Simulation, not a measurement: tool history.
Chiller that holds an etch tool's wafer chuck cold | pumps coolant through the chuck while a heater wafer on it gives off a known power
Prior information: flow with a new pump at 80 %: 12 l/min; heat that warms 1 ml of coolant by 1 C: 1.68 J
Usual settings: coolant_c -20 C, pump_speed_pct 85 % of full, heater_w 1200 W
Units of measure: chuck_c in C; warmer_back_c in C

run 1 hour=0.0 | coolant_c=-20 pump_speed_pct=85 heater_w=1200 | chuck_c=-10.2 warmer_back_c=3.45
run 2 hour=115.6 | coolant_c=-20 pump_speed_pct=85 heater_w=1200 | chuck_c=-10.1 warmer_back_c=3.40
run 3 hour=274.9 | coolant_c=-20 pump_speed_pct=85 heater_w=1200 | chuck_c=-9.9 warmer_back_c=3.37
run 4 hour=380.2 | coolant_c=-20 pump_speed_pct=85 heater_w=1200 | chuck_c=-10.1 warmer_back_c=3.46
run 5 hour=466.3 | coolant_c=-20 pump_speed_pct=82 heater_w=1200 | chuck_c=-9.8 warmer_back_c=3.54
run 6 hour=546.5 | coolant_c=-20 pump_speed_pct=82 heater_w=1200 | chuck_c=-9.8 warmer_back_c=3.57
run 7 hour=614.1 | coolant_c=-20 pump_speed_pct=85 heater_w=1200 | chuck_c=-10.0 warmer_back_c=3.42
run 8 hour=704.4 | coolant_c=-20 pump_speed_pct=85 heater_w=1200 | chuck_c=-10.0 warmer_back_c=3.41
run 9 hour=820.0 | coolant_c=-20 pump_speed_pct=85 heater_w=1116 | chuck_c=-10.7 warmer_back_c=3.18
run 10 hour=887.0 | coolant_c=-20 pump_speed_pct=85 heater_w=1116 | chuck_c=-10.6 warmer_back_c=3.14
run 11 hour=1003.1 | coolant_c=-20 pump_speed_pct=85 heater_w=1200 | chuck_c=-9.9 warmer_back_c=3.43
run 12 hour=1102.3 | coolant_c=-21 pump_speed_pct=85 heater_w=1200 | chuck_c=-10.8 warmer_back_c=3.46
run 13 hour=1253.3 | coolant_c=-20 pump_speed_pct=67 heater_w=1200 | chuck_c=-7.8 warmer_back_c=4.38
run 14 hour=1412.7 | coolant_c=-20 pump_speed_pct=67 heater_w=1200 | chuck_c=-7.8 warmer_back_c=4.46
run 15 hour=1503.9 | coolant_c=-20 pump_speed_pct=67 heater_w=1200 | chuck_c=-7.8 warmer_back_c=4.44
run 16 hour=1626.7 | coolant_c=-20 pump_speed_pct=67 heater_w=1200 | chuck_c=-7.8 warmer_back_c=4.41
run 17 hour=1745.0 | coolant_c=-19 pump_speed_pct=90 heater_w=1349 | chuck_c=-7.8 warmer_back_c=3.61
run 18 hour=1887.4 | coolant_c=-17 pump_speed_pct=70 heater_w=1614 | chuck_c=-1.1 warmer_back_c=5.69
run 19 hour=1982.6 | coolant_c=-27 pump_speed_pct=70 heater_w=1031 | chuck_c=-16.8 warmer_back_c=3.58
run 20 hour=2098.9 | coolant_c=-22 pump_speed_pct=70 heater_w=1031 | chuck_c=-11.5 warmer_back_c=3.65
run 21 hour=2256.5 | coolant_c=-22 pump_speed_pct=65 heater_w=658 | chuck_c=-14.9 warmer_back_c=2.51
run 22 hour=2418.3 | coolant_c=-15 pump_speed_pct=65 heater_w=1695 | chuck_c=3.0 warmer_back_c=6.48
run 23 hour=2581.3 | coolant_c=-15 pump_speed_pct=65 heater_w=1695 | chuck_c=2.9 warmer_back_c=6.47
run 24 hour=2647.9 | coolant_c=-20 pump_speed_pct=64 heater_w=1200 | chuck_c=-7.1 warmer_back_c=4.62
run 25 hour=2731.0 | coolant_c=-20 pump_speed_pct=64 heater_w=1200 | chuck_c=-7.0 warmer_back_c=4.69
run 26 hour=2891.9 | coolant_c=-20 pump_speed_pct=64 heater_w=897 | chuck_c=-10.0 warmer_back_c=3.50
run 27 hour=2976.6 | coolant_c=-12 pump_speed_pct=69 heater_w=1237 | chuck_c=0.7 warmer_back_c=4.46
-- hour=3028.7 chiller's thermometer calibrated
run 28 hour=3081.2 | coolant_c=-19 pump_speed_pct=91 heater_w=1282 | chuck_c=-8.7 warmer_back_c=3.45
run 29 hour=3224.1 | coolant_c=-30 pump_speed_pct=78 heater_w=1200 | chuck_c=-19.0 warmer_back_c=3.86
run 30 hour=3370.7 | coolant_c=-11 pump_speed_pct=78 heater_w=670 | chuck_c=-5.0 warmer_back_c=2.13
run 31 hour=3445.0 | coolant_c=-11 pump_speed_pct=78 heater_w=670 | chuck_c=-4.9 warmer_back_c=2.13

Each row is a separate what-if for the run after 31, all from the same tool condition, not one after another. Results?
run A hour=3555.5 | coolant_c=-20 pump_speed_pct=88 heater_w=892 | chuck_c=? warmer_back_c=?
run B hour=3555.5 | coolant_c=-29 pump_speed_pct=97 heater_w=1492 | chuck_c=? warmer_back_c=?
run C hour=3555.5 | coolant_c=-11 pump_speed_pct=86 heater_w=670 | chuck_c=? warmer_back_c=?
run D hour=3555.5 | coolant_c=-14 pump_speed_pct=85 heater_w=1082 | chuck_c=? warmer_back_c=?
run E hour=3555.5 | coolant_c=-11 pump_speed_pct=85 heater_w=1200 | chuck_c=? warmer_back_c=?

run=A chuck_c=-12.5 warmer_back_c=2.45
run=B chuck_c=-17.4 warmer_back_c=3.77
run=C chuck_c=-5.2 warmer_back_c=1.89
run=D chuck_c=-4.7 warmer_back_c=3.15
run=E chuck_c=-0.7 warmer_back_c=3.49
Had the tool no hidden state, the same runs would have come out as:
run=A chuck_c=-13.4 warmer_back_c=2.36
run=B chuck_c=-18.8 warmer_back_c=3.62
run=C chuck_c=-5.9 warmer_back_c=1.82
run=D chuck_c=-5.8 warmer_back_c=3.03
run=E chuck_c=-1.9 warmer_back_c=3.36
